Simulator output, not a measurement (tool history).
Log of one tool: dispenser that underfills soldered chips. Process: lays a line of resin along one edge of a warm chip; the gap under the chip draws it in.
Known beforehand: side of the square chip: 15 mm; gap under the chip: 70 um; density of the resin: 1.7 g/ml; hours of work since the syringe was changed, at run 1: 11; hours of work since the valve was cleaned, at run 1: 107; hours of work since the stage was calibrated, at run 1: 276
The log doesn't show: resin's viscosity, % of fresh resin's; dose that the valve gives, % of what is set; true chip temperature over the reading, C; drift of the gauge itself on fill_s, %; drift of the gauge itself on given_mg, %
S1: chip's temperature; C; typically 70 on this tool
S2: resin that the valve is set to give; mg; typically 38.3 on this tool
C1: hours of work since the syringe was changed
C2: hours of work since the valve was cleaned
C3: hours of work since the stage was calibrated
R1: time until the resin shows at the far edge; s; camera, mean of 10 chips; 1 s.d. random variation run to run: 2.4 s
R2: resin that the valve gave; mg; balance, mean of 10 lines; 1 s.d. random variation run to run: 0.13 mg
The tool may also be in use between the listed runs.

run   hour  S1    S2  C1   C2   C3     R1     R2
  1    0.0  70  38.3  11  107  276  444.0  36.74
       2.0  -- new syringe of resin
  2   11.1  55  38.3   6  113  283  660.4  36.75
      20.8  -- new syringe of resin
  3   20.8  70  38.3   0  119  289  227.9  36.74
  4   27.0  65  38.3   4  123  293  359.7  36.67
      39.4  -- new syringe of resin
  5   40.4  65  41.6   1  131  301  284.8  39.90
      42.9  -- dispensing valve cleaned and set on the balance
  6   50.9  70  38.3   7    5  307  333.1  38.01
      59.4  -- new syringe of resin
  7   64.3  70  38.3   3   13  315  270.4  38.19
  8   72.0  70  46.1   8   18  320  357.4  45.93
      78.1  -- new syringe of resin
  9   79.1  70  46.1   1   22  324  230.1  45.54
 10   91.9  70  46.1   9   30  332  376.2  45.70
      97.0  -- new syringe of resin
 11  104.2  70  46.1   5   38  340  288.4  45.31
 12  111.6  70  46.1   9   43  344  389.3  45.29
     115.8  -- new syringe of resin
 13  118.1  56  46.1   2   46  348  444.5  45.21
 14  124.7  70  38.3   6   51  352  317.9  37.60
     134.2  -- new syringe of resin
 15  134.2  70  34.8   0   56  358  226.6  34.12
 16  147.3  73  38.3   8   65  366  332.4  37.34
     153.0  -- new syringe of resin
 17  154.1  70  38.3   1   69  370  233.0  37.14
 18  159.7  70  38.3   4   72  374  292.3  36.98
 19  166.0  62  46.2   8   76  378  513.1  45.18
     172.0  -- new syringe of resin
 20  176.1  69  47.3   3   82  384  257.1  45.64
 21  189.0  60  47.0  11   90  392  655.6  45.50
     191.1  -- new syringe of resin
 22  199.0  76  43.0   5   96  398  224.1  41.55
     209.7  -- new syringe of resin
 23  211.8  69  41.7   1  104  406  243.7  40.13
 24  221.7  69  41.7   8  110  412  357.6  40.08
     228.8  -- new syringe of resin
 25  232.1  69  41.7   2  117  419  260.6  39.88
 26  241.4  67  43.3   8  123  424  402.9  41.32
     247.6  -- new syringe of resin
 27  252.8  67  43.3   3  130  431  302.4  41.17
     258.0  -- dispensing valve cleaned and set on the balance
 28  262.9  60  35.1   9    3  437  618.6  34.89
     267.1  -- new syringe of resin
 29  270.8  65  45.0   2    8  442  303.7  44.87
 30  280.9  69  43.0   9   14  448  380.0  42.47
     286.4  -- new syringe of resin
 31  288.3  62  33.3   1   19  453  340.0  32.86
 32  300.4  62  33.3   9   26  460  549.6  32.83
     305.5  -- new syringe of resin
 33  307.5  55  41.1   1   31  465  461.0  40.35
 34  318.0  60  33.6   8   37  471  580.5  33.04
     324.1  -- new syringe of resin
 35  330.7  60  33.6   4   45  479  460.2  32.99

Branching from run 35: 3 alternative next runs. What would each branch give?
  A  339.8  68  46.6  10  51  485   ?   ?
  B  339.8  59  33.6  10  51  485   ?   ?
  C  339.8  77  40.3  10  51  485   ?   ?

run     R1     R2
  A  422.9  45.28
  B  683.9  32.85
  C  290.6  39.49
Take away the tool's hidden state, keep each run's random variation, and the runs would have read:
run     R1     R2
  A  255.4  46.32
  B  413.3  33.60
  C  173.7  40.40

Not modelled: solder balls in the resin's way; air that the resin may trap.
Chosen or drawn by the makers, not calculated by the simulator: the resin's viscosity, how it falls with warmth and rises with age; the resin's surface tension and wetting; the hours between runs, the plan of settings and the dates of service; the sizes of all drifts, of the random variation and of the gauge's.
